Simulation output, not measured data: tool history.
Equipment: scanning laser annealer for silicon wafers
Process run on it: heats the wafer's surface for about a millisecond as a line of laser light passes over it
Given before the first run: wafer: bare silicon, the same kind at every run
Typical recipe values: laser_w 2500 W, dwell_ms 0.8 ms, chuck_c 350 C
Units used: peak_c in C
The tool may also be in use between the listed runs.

Run 1, hour 0: usual settings. Result: peak_c 1170 C.
Run 2, hour 98.2: usual settings. Result: peak_c 1176 C.
At hour 128.3: window over the wafer cleaned.
Run 3, hour 184.1: usual settings. Result: peak_c 1169 C.
Run 4, hour 274.4: usual settings. Result: peak_c 1165 C.
At hour 294.6: optics aligned, line set to its width.
Run 5, hour 333.4: usual settings. Result: peak_c 1170 C.
Run 6, hour 385.7: usual settings. Result: peak_c 1173 C.
Run 7, hour 465.5: usual settings but chuck_c 310 C. Result: peak_c 1132 C.
Run 8, hour 556.9: usual settings but chuck_c 310 C. Result: peak_c 1130 C.
At hour 568.2: window over the wafer cleaned.
Run 9, hour 655.5: usual settings but chuck_c 310 C. Result: peak_c 1131 C.
Run 10, hour 748: usual settings but laser_w 2177 W. Result: peak_c 1057 C.
Run 11, hour 820.9: usual settings but laser_w 2177 W. Result: peak_c 1056 C.
Run 12, hour 896.2: usual settings but laser_w 2177 W. Result: peak_c 1057 C.
Run 13, hour 969.5: usual settings. Result: peak_c 1167 C.
At hour 1000: window over the wafer cleaned.
Run 14, hour 1051.7: usual settings but laser_w 2636 W. Result: peak_c 1216 C.
Run 15, hour 1144.5: usual settings but laser_w 2636 W. Result: peak_c 1219 C.
Run 16, hour 1188.5: usual settings but laser_w 2636 W. Result: peak_c 1214 C.
Run 17, hour 1291.1: usual settings but laser_w 2636 W. Result: peak_c 1216 C.
Run 18, hour 1336: usual settings but laser_w 2636 W. Result: peak_c 1218 C.
Run 19, hour 1384.4: usual settings but laser_w 2636 W. Result: peak_c 1220 C.
At hour 1429.1: window over the wafer cleaned.
Run 20, hour 1435.7: usual settings but laser_w 2636 W. Result: peak_c 1222 C.
Run 21, hour 1521.2: usual settings. Result: peak_c 1171 C.
At hour 1532.2: optics aligned, line set to its width.
Run 22, hour 1625.3: usual settings but chuck_c 328 C. Result: peak_c 1151 C.
Run 23, hour 1685.3: usual settings but laser_w 2131 W, dwell_ms 0.978 ms, chuck_c 344 C. Result: peak_c 1109 C.
Run 24, hour 1732.6: usual settings but laser_w 2250 W, dwell_ms 0.638 ms, chuck_c 356 C. Result: peak_c 1012 C.
Run 25, hour 1826.4: usual settings but laser_w 2250 W, dwell_ms 0.638 ms, chuck_c 356 C. Result: peak_c 1010 C.
At hour 1864.7: window over the wafer cleaned.
Run 26, hour 1931.1: usual settings but laser_w 2250 W, dwell_ms 0.638 ms, chuck_c 356 C. Result: peak_c 1012 C.
Run 27, hour 1980.4: usual settings but laser_w 2403 W, dwell_ms 0.63 ms, chuck_c 358 C. Result: peak_c 1055 C.
Run 28, hour 2084.2: usual settings but laser_w 2138 W, dwell_ms 0.956 ms, chuck_c 333 C. Result: peak_c 1092 C.
Run 29, hour 2167.7: usual settings but laser_w 2325 W, dwell_ms 0.88 ms, chuck_c 335 C. Result: peak_c 1129 C.
Run 30, hour 2223.5: usual settings but laser_w 2325 W, dwell_ms 0.88 ms, chuck_c 335 C. Result: peak_c 1129 C.
At hour 2292.7: window over the wafer cleaned.
Run 31, hour 2313.8: usual settings but laser_w 2576 W, dwell_ms 0.742 ms. Result: peak_c 1167 C.
Run 32, hour 2394: usual settings but laser_w 2131 W, dwell_ms 0.596 ms, chuck_c 325 C. Result: peak_c 924 C.
Run 33, hour 2491.7: usual settings but laser_w 2131 W, dwell_ms 0.596 ms, chuck_c 325 C. Result: peak_c 923 C.
Run 34, hour 2554.3: usual settings but laser_w 2497 W, dwell_ms 0.696 ms. Result: peak_c 1113 C.
Run 35, hour 2652: usual settings but laser_w 2634 W, dwell_ms 0.911 ms, chuck_c 312 C. Result: peak_c 1233 C.
At hour 2722.9: window over the wafer cleaned.
Run 36, hour 2731.7: usual settings but laser_w 2408 W, dwell_ms 0.979 ms, chuck_c 331 C. Result: peak_c 1200 C.
At hour 2775.1: optics aligned, line set to its width.
Run 37, hour 2820.5: usual settings but laser_w 2271 W, chuck_c 363 C. Result: peak_c 1103 C.
Run 38, hour 2873.7: usual settings but laser_w 2271 W, chuck_c 363 C. Result: peak_c 1104 C.
Run 39, hour 2966: usual settings but laser_w 2553 W, dwell_ms 0.755 ms, chuck_c 365 C. Result: peak_c 1182 C.
Run 40, hour 3043: usual settings but laser_w 2371 W, dwell_ms 0.641 ms, chuck_c 365 C. Result: peak_c 1060 C.
Run 41, hour 3146.1: usual settings but laser_w 2708 W, dwell_ms 0.726 ms. Result: peak_c 1205 C.

Branching from run 41: 3 alternative next runs. What would each branch give?
At hour 3160.5: window over the wafer cleaned.
Run A, hour 3225.2: usual settings but laser_w 2708 W, dwell_ms 0.726 ms, chuck_c 358 C. Result: peak_c ?.
At hour 3160.5: window over the wafer cleaned.
Run B, hour 3225.2: usual settings but laser_w 2672 W, dwell_ms 0.574 ms, chuck_c 327 C. Result: peak_c ?.
At hour 3160.5: window over the wafer cleaned.
Run C, hour 3225.2: usual settings but laser_w 2599 W, dwell_ms 0.726 ms, chuck_c 359 C. Result: peak_c ?.

run  peak_c
  A    1210
  B    1074
  C    1176
Without the tool's unlogged condition, the same runs would have read:
run  peak_c
  A    1210
  B    1074
  C    1176

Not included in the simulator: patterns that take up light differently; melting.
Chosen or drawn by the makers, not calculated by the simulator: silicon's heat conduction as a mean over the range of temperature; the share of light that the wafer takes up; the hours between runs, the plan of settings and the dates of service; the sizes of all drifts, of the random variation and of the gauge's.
